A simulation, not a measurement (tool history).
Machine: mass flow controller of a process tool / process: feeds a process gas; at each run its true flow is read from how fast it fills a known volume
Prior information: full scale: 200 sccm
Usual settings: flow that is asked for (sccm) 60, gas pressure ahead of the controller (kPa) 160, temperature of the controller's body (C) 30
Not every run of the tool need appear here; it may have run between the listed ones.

run    hour  flow that is asked for (sccm)  gas pressure ahead of the controller (kPa)  temperature of the controller's body (C)  true flow (%)
  1       0                             60                                         160                                        30             98
  2     370                             60                                         160                                        30          97.92
  3   848.3                             60                                         192                                        30           97.7
  4  1221.4                             60                                         192                                        26          98.14
  5  1635.3                             60                                         160                                        32          97.69
  6    2001                             60                                         160                                        32          97.79
  7  2569.6                             60                                         160                                        30          97.93
  8  3060.8                             60                                         160                                        30           98.1
  9  3484.6                             60                                         160                                        30          97.97
 10  3874.6                            118                                         164                                        34          98.23
 11  4208.9                            118                                         164                                        34          98.18
 12  4574.8                            118                                         176                                        24          99.13
 13  4964.1                            118                                         167                                        24          99.27
 14  5462.6                             35                                         251                                        24          97.84
 15  6033.4                             87                                         158                                        22             99

Taken out of this log: 1 entry between the listed runs. Where each belongs, and how the hidden state differs across it:
After run 4, before run 5: controller exchanged for a calibrated one (hour 1635.3)
  flow at rest that the sensor doesn't see, % of full scale: 0.003 -> 0; true flow over the shown one, %: 0.01 -> 0
